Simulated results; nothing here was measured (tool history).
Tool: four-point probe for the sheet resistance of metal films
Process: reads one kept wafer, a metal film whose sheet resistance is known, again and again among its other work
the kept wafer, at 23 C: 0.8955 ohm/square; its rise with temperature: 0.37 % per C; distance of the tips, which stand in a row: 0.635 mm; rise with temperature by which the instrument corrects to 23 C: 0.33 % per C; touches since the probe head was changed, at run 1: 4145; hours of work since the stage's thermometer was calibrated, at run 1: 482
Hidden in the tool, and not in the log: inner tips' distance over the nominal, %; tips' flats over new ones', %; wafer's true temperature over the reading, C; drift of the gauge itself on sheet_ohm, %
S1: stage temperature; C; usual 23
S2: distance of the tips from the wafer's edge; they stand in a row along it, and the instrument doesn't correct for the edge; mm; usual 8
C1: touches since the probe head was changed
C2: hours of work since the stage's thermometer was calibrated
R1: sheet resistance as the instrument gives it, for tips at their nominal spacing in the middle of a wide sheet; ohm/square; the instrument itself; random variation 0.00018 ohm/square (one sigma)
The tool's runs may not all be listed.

Run 1, hour 0.0: usual settings; C1 4145; C2 482. Result: R1 0.899747 ohm/square.
Run 2, hour 22.1: usual settings; C1 4428; C2 493. Result: R1 0.899643 ohm/square.
Run 3, hour 47.6: usual settings; C1 4755; C2 506. Result: R1 0.899600 ohm/square.
Run 4, hour 76.1: usual settings; C1 5118; C2 520. Result: R1 0.899518 ohm/square.
Run 5, hour 101.3: usual settings but S2 28 mm; C1 5441; C2 532. Result: R1 0.896645 ohm/square.
Run 6, hour 134.7: usual settings but S2 13 mm; C1 5868; C2 548. Result: R1 0.897528 ohm/square.
Run 7, hour 160.1: usual settings; C1 6193; C2 561. Result: R1 0.899209 ohm/square.
Run 8, hour 185.8: usual settings; C1 6522; C2 574. Result: R1 0.899616 ohm/square.
Run 9, hour 212.7: usual settings; C1 6867; C2 587. Result: R1 0.899822 ohm/square.
Run 10, hour 237.9: usual settings but S2 44 mm; C1 7189; C2 599. Result: R1 0.896812 ohm/square.
Run 11, hour 271.9: usual settings but S2 4 mm; C1 7623; C2 616. Result: R1 0.908520 ohm/square.
Run 12, hour 309.0: usual settings but S1 33 C, S2 21 mm; C1 8098; C2 634. Result: R1 0.900840 ohm/square.
Run 13, hour 339.3: usual settings but S1 33 C, S2 21 mm; C1 8486; C2 649. Result: R1 0.900740 ohm/square.
Run 14, hour 373.8: usual settings but S1 20 C, S2 15 mm; C1 8927; C2 666. Result: R1 0.896072 ohm/square.
Run 15, hour 393.5: usual settings but S1 30 C, S2 15 mm; C1 9179; C2 676. Result: R1 0.899744 ohm/square.
Run 16, hour 424.2: usual settings but S1 30 C, S2 15 mm; C1 9572; C2 691. Result: R1 0.899778 ohm/square.
Run 17, hour 451.7: usual settings but S1 19 C, S2 6 mm; C1 9923; C2 704. Result: R1 0.900479 ohm/square.
Run 18, hour 479.4: usual settings but S1 19 C, S2 6 mm; C1 10278; C2 718. Result: R1 0.900302 ohm/square.
Run 19, hour 496.8: usual settings but S1 19 C, S2 6 mm; C1 10501; C2 726. Result: R1 0.900316 ohm/square.
Run 20, hour 531.0: usual settings but S2 5 mm; C1 10939; C2 743. Result: R1 0.904264 ohm/square.

Forecast each of these 3 alternatives for the next run:
Run A, hour 567.4: usual settings but S1 31 C, S2 7 mm; C1 11404; C2 761. Result: R1 ?.
Run B, hour 567.4: usual settings but S1 25 C, S2 3 mm; C1 11404; C2 761. Result: R1 ?.
Run C, hour 567.4: usual settings but S2 5 mm; C1 11404; C2 761. Result: R1 ?.

run        R1
  A  0.903388
  B  0.918311
  C  0.904222
Without the tool's hidden state the same runs would have given:
run        R1
  A  0.902293
  B  0.917222
  C  0.903156
